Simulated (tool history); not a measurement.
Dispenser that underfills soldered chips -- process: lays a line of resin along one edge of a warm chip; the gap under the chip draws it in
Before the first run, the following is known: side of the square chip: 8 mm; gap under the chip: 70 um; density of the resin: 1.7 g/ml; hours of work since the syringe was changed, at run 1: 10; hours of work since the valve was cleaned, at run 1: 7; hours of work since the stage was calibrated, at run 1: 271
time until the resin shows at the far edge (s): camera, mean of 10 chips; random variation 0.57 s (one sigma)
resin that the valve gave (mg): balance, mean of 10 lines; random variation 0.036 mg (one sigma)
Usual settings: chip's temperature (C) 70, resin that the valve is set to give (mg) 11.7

run	day	chip's temperature (C)	resin that the valve is set to give (mg)	hours of work since the syringe was changed	hours of work since the valve was cleaned	hours of work since the stage was calibrated	time until the resin shows at the far edge (s)	resin that the valve gave (mg)
1	0	70	11.7	10	7	271	79.5	11.63
# day 0.062: new syringe of resin
2	0.488	70	11.7	8	16	280	70.4	11.6
# day 0.625: new syringe of resin
3	0.938	70	14.3	6	24	288	65.5	14.04
# day 1.204: new syringe of resin
4	1.554	70	14.3	6	35	299	67.1	14.08
# day 1.746: new syringe of resin
5	1.917	70	14.3	3	41	305	58.5	13.91
# day 2.292: new syringe of resin
6	2.433	74	14.3	3	51	315	50.3	13.89
7	2.738	74	14.3	8	56	320	66.2	13.83
# day 2.842: new syringe of resin
8	3.196	74	14.3	6	64	328	60	13.81
# day 3.354: dispensing valve cleaned and set on the balance
# day 3.442: new syringe of resin
9	3.596	57	11.9	3	4	335	91.6	11.88
# day 4.029: new syringe of resin
10	4.171	79	11.1	3	15	345	43.7	11
11	4.517	79	11.1	9	21	351	60.5	10.92
# day 4.567: new syringe of resin
12	4.962	70	13.5	7	29	359	71	13.22
# day 5.146: new syringe of resin
13	5.45	76	11.7	6	37	368	54.6	11.51
# day 5.733: new syringe of resin
14	5.854	75	11.2	2	45	375	49	10.92
15	6.233	75	10.6	9	52	382	68.3	10.34
# day 6.275: new syringe of resin
# day 6.825: new syringe of resin
16	6.833	75	10.6	0	62	392	45.4	10.29

Consider 5 possible next runs. They are alternatives, not a sequence: every one starts from the tool as it was left by run 16. What does each give?
# day 7.117: dispensing valve cleaned and set on the balance
A	7.296	76	12.1	8	3	400	?	?
# day 7.117: dispensing valve cleaned and set on the balance
B	7.296	58	10.6	8	3	400	?	?
# day 7.117: dispensing valve cleaned and set on the balance
C	7.296	56	12	8	3	400	?	?
# day 7.117: dispensing valve cleaned and set on the balance
D	7.296	77	13.5	8	3	400	?	?
# day 7.117: dispensing valve cleaned and set on the balance
E	7.296	81	10.3	8	3	400	?	?

run	time until the resin shows at the far edge (s)	resin that the valve gave (mg)
A	61.7	12.12
B	116.5	10.59
C	121.5	11.84
D	60	13.46
E	55.2	10.25
With no hidden state in the tool, these same runs would have given:
run	time until the resin shows at the far edge (s)	resin that the valve gave (mg)
A	39.8	12.16
B	74.8	10.63
C	78	11.89
D	38.8	13.51
E	35.7	10.29

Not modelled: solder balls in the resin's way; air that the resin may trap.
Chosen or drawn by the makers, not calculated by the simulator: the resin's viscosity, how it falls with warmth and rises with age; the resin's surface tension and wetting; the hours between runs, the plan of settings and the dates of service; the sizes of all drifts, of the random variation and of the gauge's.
